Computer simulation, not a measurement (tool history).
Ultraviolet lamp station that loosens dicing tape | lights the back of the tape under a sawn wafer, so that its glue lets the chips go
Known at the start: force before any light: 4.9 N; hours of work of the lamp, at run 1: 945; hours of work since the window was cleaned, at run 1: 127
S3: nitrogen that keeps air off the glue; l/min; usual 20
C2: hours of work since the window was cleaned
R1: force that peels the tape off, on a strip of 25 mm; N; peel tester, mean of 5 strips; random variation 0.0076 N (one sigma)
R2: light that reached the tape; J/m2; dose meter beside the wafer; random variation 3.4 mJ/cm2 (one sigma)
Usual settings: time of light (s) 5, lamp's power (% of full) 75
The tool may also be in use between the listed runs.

run 1 hour=0.0 | time_of_light_(s)=5 lamp's_power_(%_of_full)=75 S3=20 | hours_of_work_of_the_lamp=945 C2=127 | R1=0.287 R2=5520
-- hour=13.3 lamp changed
run 2 hour=29.8 | time_of_light_(s)=5 lamp's_power_(%_of_full)=75 S3=20 | hours_of_work_of_the_lamp=7 C2=140 | R1=0.279 R2=5580
run 3 hour=90.1 | time_of_light_(s)=3 lamp's_power_(%_of_full)=75 S3=20 | hours_of_work_of_the_lamp=34 C2=167 | R1=0.632 R2=3300
run 4 hour=145.4 | time_of_light_(s)=3 lamp's_power_(%_of_full)=72 S3=20 | hours_of_work_of_the_lamp=59 C2=191 | R1=0.694 R2=3170
run 5 hour=176.5 | time_of_light_(s)=3 lamp's_power_(%_of_full)=72 S3=20 | hours_of_work_of_the_lamp=73 C2=205 | R1=0.677 R2=3200
-- hour=186.0 window cleaned of glue's vapour
run 6 hour=240.1 | time_of_light_(s)=3 lamp's_power_(%_of_full)=72 S3=20 | hours_of_work_of_the_lamp=101 C2=24 | R1=0.671 R2=3190
run 7 hour=292.8 | time_of_light_(s)=3 lamp's_power_(%_of_full)=72 S3=20 | hours_of_work_of_the_lamp=125 C2=48 | R1=0.691 R2=3220
run 8 hour=352.5 | time_of_light_(s)=3 lamp's_power_(%_of_full)=72 S3=20 | hours_of_work_of_the_lamp=151 C2=74 | R1=0.707 R2=3170
run 9 hour=390.8 | time_of_light_(s)=3 lamp's_power_(%_of_full)=72 S3=20 | hours_of_work_of_the_lamp=168 C2=92 | R1=0.668 R2=3230
run 10 hour=451.8 | time_of_light_(s)=3 lamp's_power_(%_of_full)=72 S3=20 | hours_of_work_of_the_lamp=196 C2=119 | R1=0.704 R2=3210
run 11 hour=493.5 | time_of_light_(s)=5 lamp's_power_(%_of_full)=75 S3=20 | hours_of_work_of_the_lamp=214 C2=137 | R1=0.277 R2=5570
run 12 hour=553.0 | time_of_light_(s)=5 lamp's_power_(%_of_full)=75 S3=20 | hours_of_work_of_the_lamp=241 C2=164 | R1=0.295 R2=5560
run 13 hour=589.1 | time_of_light_(s)=5 lamp's_power_(%_of_full)=69 S3=20 | hours_of_work_of_the_lamp=257 C2=180 | R1=0.327 R2=5120
run 14 hour=614.8 | time_of_light_(s)=5 lamp's_power_(%_of_full)=75 S3=20 | hours_of_work_of_the_lamp=269 C2=192 | R1=0.283 R2=5620
-- hour=654.0 window cleaned of glue's vapour
run 15 hour=656.9 | time_of_light_(s)=7 lamp's_power_(%_of_full)=71 S3=9 | hours_of_work_of_the_lamp=287 C2=1 | R1=0.265 R2=7380
run 16 hour=702.8 | time_of_light_(s)=7 lamp's_power_(%_of_full)=71 S3=9 | hours_of_work_of_the_lamp=308 C2=22 | R1=0.264 R2=7440
run 17 hour=730.8 | time_of_light_(s)=7 lamp's_power_(%_of_full)=80 S3=7 | hours_of_work_of_the_lamp=320 C2=34 | R1=0.271 R2=8340
run 18 hour=782.3 | time_of_light_(s)=7 lamp's_power_(%_of_full)=80 S3=7 | hours_of_work_of_the_lamp=343 C2=57 | R1=0.263 R2=8280
run 19 hour=818.8 | time_of_light_(s)=8 lamp's_power_(%_of_full)=75 S3=20 | hours_of_work_of_the_lamp=360 C2=74 | R1=0.189 R2=8880
run 20 hour=866.5 | time_of_light_(s)=4 lamp's_power_(%_of_full)=67 S3=20 | hours_of_work_of_the_lamp=381 C2=95 | R1=0.472 R2=3990
run 21 hour=927.5 | time_of_light_(s)=4 lamp's_power_(%_of_full)=99 S3=34 | hours_of_work_of_the_lamp=408 C2=122 | R1=0.227 R2=5890
run 22 hour=971.5 | time_of_light_(s)=4 lamp's_power_(%_of_full)=82 S3=29 | hours_of_work_of_the_lamp=428 C2=142 | R1=0.306 R2=4870
run 23 hour=1024.9 | time_of_light_(s)=6 lamp's_power_(%_of_full)=82 S3=29 | hours_of_work_of_the_lamp=452 C2=166 | R1=0.205 R2=7260
run 24 hour=1053.3 | time_of_light_(s)=6 lamp's_power_(%_of_full)=82 S3=29 | hours_of_work_of_the_lamp=464 C2=178 | R1=0.203 R2=7220
run 25 hour=1090.5 | time_of_light_(s)=6 lamp's_power_(%_of_full)=82 S3=29 | hours_of_work_of_the_lamp=481 C2=195 | R1=0.206 R2=7330
run 26 hour=1118.4 | time_of_light_(s)=8 lamp's_power_(%_of_full)=75 S3=28 | hours_of_work_of_the_lamp=493 C2=208 | R1=0.196 R2=8910
-- hour=1122.8 window cleaned of glue's vapour
run 27 hour=1178.8 | time_of_light_(s)=5 lamp's_power_(%_of_full)=85 S3=20 | hours_of_work_of_the_lamp=520 C2=25 | R1=0.248 R2=6260

Hidden state at the last listed run before each entry between runs and at the first one after, where it differs:
Between runs 1 and 2: lamp changed (hour 13.3)
  lamp's light, % of a new lamp's: 99.7 -> 100
Between runs 5 and 6: window cleaned of glue's vapour (hour 186.0)
  light that the window lets through, % of a clean one's: 99.8 -> 100
Between runs 14 and 15: window cleaned of glue's vapour (hour 654.0)
  light that the window lets through, % of a clean one's: 99.9 -> 100
Between runs 26 and 27: window cleaned of glue's vapour (hour 1122.8)
  light that the window lets through, % of a clean one's: 99.8 -> 100

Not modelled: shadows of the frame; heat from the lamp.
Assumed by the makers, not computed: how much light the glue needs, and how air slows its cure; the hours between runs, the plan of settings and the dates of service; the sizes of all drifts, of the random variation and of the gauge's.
